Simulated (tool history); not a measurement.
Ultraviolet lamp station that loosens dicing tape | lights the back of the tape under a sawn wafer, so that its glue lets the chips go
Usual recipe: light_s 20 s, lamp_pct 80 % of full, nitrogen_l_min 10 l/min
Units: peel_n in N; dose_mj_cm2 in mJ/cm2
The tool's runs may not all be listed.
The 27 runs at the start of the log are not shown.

run     day  light_s  lamp_pct  nitrogen_l_min  hours of work of the lamp  hours of work since the window was cleaned  peel_n  dose_mj_cm2
 28  12.579       19        80              10                        345                                          44   0.778          267
 29  13.171       15        96              10                        352                                          50   0.878          252
 30  13.521       15        96               3                        355                                          54   1.555          252
 31  14.104       15        96               3                        361                                          60   1.507          254
 32  14.729       15        96               3                        368                                          67   1.482          253
 33  15.229       20        88               8                        373                                          72   0.643          305
 34  15.600       20        88               8                        377                                          76   0.647          305
 35  16.217       37        88               7                        384                                          82   0.196          574
 36  16.650       12        88              20                        388                                          87   1.181          189
 37  17.096       20        72              11                        393                                          92   0.848          251
 38  17.500       20        72              11                        397                                          96   0.821          254
 39  18.138       20        80               8                        404                                         103   0.810          281
 40  18.629       20        80               8                        409                                         108   0.774          282
 41  18.975       20        80               8                        413                                         111   0.787          280
 42  19.446       13        68               6                        418                                         116   2.149          152

Forecast each of these 3 alternatives for the next run:
  A  20.008       35        68               9                        423                                         122       ?            ?
  B  20.008       23        64              10                        423                                         122       ?            ?
  C  20.008       37        63              10                        423                                         122       ?            ?

run  peel_n  dose_mj_cm2
  A   0.322          419
  B   0.837          258
  C   0.322          412
Stripped of hidden state, with their random variation kept, the same runs would have yielded:
run  peel_n  dose_mj_cm2
  A   0.321          419
  B   0.835          258
  C   0.321          413
